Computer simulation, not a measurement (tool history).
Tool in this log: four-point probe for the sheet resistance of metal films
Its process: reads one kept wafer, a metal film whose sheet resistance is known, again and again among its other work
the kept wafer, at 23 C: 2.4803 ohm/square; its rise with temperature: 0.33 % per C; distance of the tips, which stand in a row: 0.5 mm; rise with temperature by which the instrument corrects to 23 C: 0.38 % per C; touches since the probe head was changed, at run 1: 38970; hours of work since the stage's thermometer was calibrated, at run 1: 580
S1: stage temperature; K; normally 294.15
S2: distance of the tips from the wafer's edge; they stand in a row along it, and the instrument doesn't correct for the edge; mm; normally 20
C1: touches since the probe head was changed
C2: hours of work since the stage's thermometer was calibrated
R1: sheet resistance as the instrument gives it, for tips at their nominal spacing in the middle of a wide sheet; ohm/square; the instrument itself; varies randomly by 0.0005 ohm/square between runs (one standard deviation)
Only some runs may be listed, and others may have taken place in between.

run 1 day=0 | S1=294.15 S2=20 | C1=38970 C2=580 | R1=2.485962
run 2 day=2.408 | S1=294.15 S2=20 | C1=40304 C2=606 | R1=2.485548
run 3 day=3.862 | S1=294.15 S2=5 | C1=41109 C2=621 | R1=2.498468
run 4 day=5.421 | S1=294.15 S2=5 | C1=41971 C2=638 | R1=2.498757
run 5 day=6.962 | S1=294.15 S2=5 | C1=42826 C2=654 | R1=2.498146
run 6 day=9.188 | S1=294.15 S2=20 | C1=44057 C2=678 | R1=2.4863
run 7 day=11.408 | S1=294.15 S2=20 | C1=45285 C2=702 | R1=2.486128
run 8 day=12.583 | S1=303.15 S2=20 | C1=45937 C2=714 | R1=2.475741
run 9 day=14.883 | S1=294.15 S2=5 | C1=47210 C2=739 | R1=2.498964
run 10 day=16 | S1=294.15 S2=5 | C1=47828 C2=751 | R1=2.500262
run 11 day=17.483 | S1=294.15 S2=5 | C1=48651 C2=766 | R1=2.499804
run 12 day=19.492 | S1=294.15 S2=20 | C1=49762 C2=788 | R1=2.488033
-- day=19.721 stage's thermometer calibrated
run 13 day=21.617 | S1=294.15 S2=20 | C1=50928 C2=20 | R1=2.488727
run 14 day=24.138 | S1=294.15 S2=20 | C1=52324 C2=47 | R1=2.488715
run 15 day=26.662 | S1=294.15 S2=20 | C1=53721 C2=74 | R1=2.487995
run 16 day=28.767 | S1=294.15 S2=12 | C1=54886 C2=96 | R1=2.490135
run 17 day=30.558 | S1=294.15 S2=12 | C1=55879 C2=116 | R1=2.490418
run 18 day=32.704 | S1=294.15 S2=12 | C1=57066 C2=138 | R1=2.490612
-- day=34.079 stage's thermometer calibrated, once more
run 19 day=35.104 | S1=294.15 S2=20 | C1=58383 C2=11 | R1=2.486755
run 20 day=36.971 | S1=294.15 S2=20 | C1=59417 C2=31 | R1=2.48646
run 21 day=38.738 | S1=294.15 S2=20 | C1=60395 C2=50 | R1=2.487342
run 22 day=40.283 | S1=294.15 S2=20 | C1=61250 C2=66 | R1=2.486492
run 23 day=42.033 | S1=294.15 S2=20 | C1=62220 C2=85 | R1=2.486472
run 24 day=44.05 | S1=304.15 S2=22 | C1=63336 C2=106 | R1=2.475034
run 25 day=45.562 | S1=305.15 S2=55 | C1=64174 C2=122 | R1=2.474347
run 26 day=47.662 | S1=305.15 S2=3 | C1=65336 C2=145 | R1=2.511974
run 27 day=49.362 | S1=305.15 S2=15 | C1=66278 C2=163 | R1=2.475917
run 28 day=51.129 | S1=300.15 S2=4 | C1=67256 C2=182 | R1=2.500968
run 29 day=53.033 | S1=297.15 S2=41 | C1=68310 C2=202 | R1=2.484745
run 30 day=54.579 | S1=305.15 S2=18 | C1=69167 C2=219 | R1=2.476319
run 31 day=56.788 | S1=305.15 S2=18 | C1=70389 C2=242 | R1=2.476887
run 32 day=58.6 | S1=304.15 S2=54 | C1=71392 C2=261 | R1=2.477652
run 33 day=59.908 | S1=294.15 S2=73 | C1=72116 C2=275 | R1=2.48846
run 34 day=62.421 | S1=297.15 S2=6 | C1=73508 C2=302 | R1=2.494039
run 35 day=64.733 | S1=294.15 S2=71 | C1=74788 C2=327 | R1=2.489707
run 36 day=65.804 | S1=293.15 S2=4 | C1=75382 C2=338 | R1=2.511722
run 37 day=68.088 | S1=293.15 S2=4 | C1=76645 C2=362 | R1=2.511345
run 38 day=70.529 | S1=301.15 S2=4 | C1=77998 C2=389 | R1=2.501946
run 39 day=72.654 | S1=308.15 S2=20 | C1=79174 C2=411 | R1=2.47494
run 40 day=73.938 | S1=296.15 S2=18 | C1=79885 C2=425 | R1=2.488008
run 41 day=75.283 | S1=296.15 S2=18 | C1=80630 C2=439 | R1=2.488405
run 42 day=77.404 | S1=296.15 S2=18 | C1=81802 C2=462 | R1=2.489476
run 43 day=79.704 | S1=296.15 S2=4 | C1=83077 C2=486 | R1=2.509476
run 44 day=81.138 | S1=296.15 S2=4 | C1=83871 C2=502 | R1=2.508784

Consider 5 possible next runs. They are alternatives, not a sequence: every one starts from the tool as it was left by run 44. What does each give?
run A day=82.721 | S1=298.15 S2=21 | C1=84747 C2=518 | R1=?
run B day=82.721 | S1=305.15 S2=11 | C1=84747 C2=518 | R1=?
run C day=82.721 | S1=294.15 S2=6 | C1=84747 C2=518 | R1=?
run D day=82.721 | S1=294.15 S2=43 | C1=84747 C2=518 | R1=?
run E day=82.721 | S1=303.15 S2=27 | C1=84747 C2=518 | R1=?

run=A R1=2.488005
run=B R1=2.481317
run=C R1=2.50014
run=D R1=2.491596
run=E R1=2.480653
Take away the tool's hidden state, keep each run's random variation, and the runs would have read:
run=A R1=2.479428
run=B R1=2.47278
run=C R1=2.491514
run=D R1=2.482997
run=E R1=2.472113
